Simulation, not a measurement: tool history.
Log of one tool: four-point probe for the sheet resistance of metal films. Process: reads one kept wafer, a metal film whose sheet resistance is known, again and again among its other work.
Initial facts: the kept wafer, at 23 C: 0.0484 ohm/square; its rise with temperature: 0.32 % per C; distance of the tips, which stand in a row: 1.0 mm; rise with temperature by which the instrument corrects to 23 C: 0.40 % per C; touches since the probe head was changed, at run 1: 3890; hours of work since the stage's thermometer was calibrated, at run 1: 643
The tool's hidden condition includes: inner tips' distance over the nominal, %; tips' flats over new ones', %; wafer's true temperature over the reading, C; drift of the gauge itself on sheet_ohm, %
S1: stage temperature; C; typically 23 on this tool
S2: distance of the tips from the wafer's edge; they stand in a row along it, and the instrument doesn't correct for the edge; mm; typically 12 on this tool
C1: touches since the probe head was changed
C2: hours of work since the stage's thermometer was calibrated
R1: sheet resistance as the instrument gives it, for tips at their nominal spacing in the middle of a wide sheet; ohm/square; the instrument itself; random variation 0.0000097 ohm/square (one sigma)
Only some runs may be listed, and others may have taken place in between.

| run | day | S1 | S2 | C1 | C2 | R1 |
|---|---|---|---|---|---|---|
| 1 | 0 | 23 | 12 | 3890 | 643 | 0.048 |
| 2 | 1.392 | 23 | 14 | 4226 | 656 | 0.047956 |
| 3 | 2.604 | 23 | 14 | 4519 | 668 | 0.047936 |
| 4 | 4.046 | 23 | 12 | 4868 | 682 | 0.047987 |
| 5 | 5.117 | 23 | 11 | 5126 | 692 | 0.048043 |
| 6 | 6.546 | 23 | 12 | 5472 | 706 | 0.047975 |
| 7 | 7.975 | 27 | 12 | 5817 | 719 | 0.047836 |
| 8 | 8.733 | 23 | 30 | 6001 | 727 | 0.047827 |
| 9 | 9.412 | 23 | 30 | 6165 | 733 | 0.047841 |
| 10 | 10.775 | 23 | 30 | 6494 | 746 | 0.047838 |
| 11 | 12.033 | 23 | 30 | 6798 | 758 | 0.047832 |
|  | 12.188 | stage's thermometer calibrated |
| 12 | 13.1 | 23 | 30 | 7051 | 9 | 0.047833 |
| 13 | 14.088 | 23 | 30 | 7289 | 18 | 0.047806 |
| 14 | 15.329 | 23 | 30 | 7590 | 30 | 0.047812 |
| 15 | 16.271 | 23 | 30 | 7816 | 39 | 0.04782 |
|  | 17.058 | stage's thermometer calibrated, once more |
| 16 | 17.425 | 23 | 12 | 8091 | 4 | 0.048024 |
| 17 | 18.679 | 23 | 57 | 8394 | 16 | 0.047865 |
| 18 | 20.058 | 23 | 57 | 8727 | 29 | 0.047842 |
| 19 | 20.954 | 23 | 57 | 8944 | 37 | 0.04785 |
| 20 | 21.583 | 33 | 3 | 9096 | 43 | 0.050124 |
| 21 | 22.296 | 26 | 48 | 9268 | 50 | 0.04774 |
| 22 | 23.112 | 26 | 5 | 9466 | 58 | 0.048756 |
| 23 | 23.958 | 31 | 26 | 9669 | 66 | 0.047578 |
| 24 | 24.725 | 30 | 23 | 9854 | 74 | 0.047627 |
| 25 | 25.917 | 24 | 19 | 10143 | 85 | 0.047867 |
| 26 | 27.129 | 19 | 4 | 10435 | 97 | 0.049549 |
| 27 | 28.583 | 19 | 9 | 10787 | 111 | 0.048315 |
| 28 | 29.979 | 19 | 9 | 11124 | 124 | 0.048331 |
| 29 | 30.808 | 19 | 9 | 11325 | 132 | 0.048321 |
| 30 | 31.8 | 19 | 15 | 11564 | 142 | 0.048115 |
| 31 | 33.246 | 27 | 41 | 11914 | 155 | 0.047713 |
| 32 | 34.183 | 30 | 12 | 12140 | 165 | 0.04775 |
| 33 | 34.879 | 35 | 49 | 12308 | 171 | 0.047398 |
| 34 | 35.629 | 35 | 49 | 12490 | 178 | 0.047385 |
| 35 | 36.842 | 24 | 14 | 12783 | 190 | 0.047927 |
| 36 | 37.742 | 19 | 7 | 13000 | 199 | 0.048511 |
| 37 | 38.762 | 19 | 7 | 13248 | 209 | 0.048535 |
| 38 | 39.779 | 24 | 4 | 13492 | 218 | 0.049354 |

Each run again, without the hidden state but with its own random variation kept:
| run | R1 |
|---|---|
| 1 | 0.048587 |
| 2 | 0.048544 |
| 3 | 0.048524 |
| 4 | 0.048577 |
| 5 | 0.048635 |
| 6 | 0.048568 |
| 7 | 0.048428 |
| 8 | 0.04842 |
| 9 | 0.048434 |
| 10 | 0.048433 |
| 11 | 0.048428 |
| 12 | 0.048441 |
| 13 | 0.048414 |
| 14 | 0.048422 |
| 15 | 0.048431 |
| 16 | 0.048573 |
| 17 | 0.048413 |
| 18 | 0.048391 |
| 19 | 0.0484 |
| 20 | 0.050698 |
| 21 | 0.04829 |
| 22 | 0.049317 |
| 23 | 0.048127 |
| 24 | 0.048178 |
| 25 | 0.048422 |
| 26 | 0.050123 |
| 27 | 0.048877 |
| 28 | 0.048894 |
| 29 | 0.048885 |
| 30 | 0.048678 |
| 31 | 0.048272 |
| 32 | 0.04831 |
| 33 | 0.047955 |
| 34 | 0.047943 |
| 35 | 0.048492 |
| 36 | 0.049084 |
| 37 | 0.049108 |
| 38 | 0.049937 |
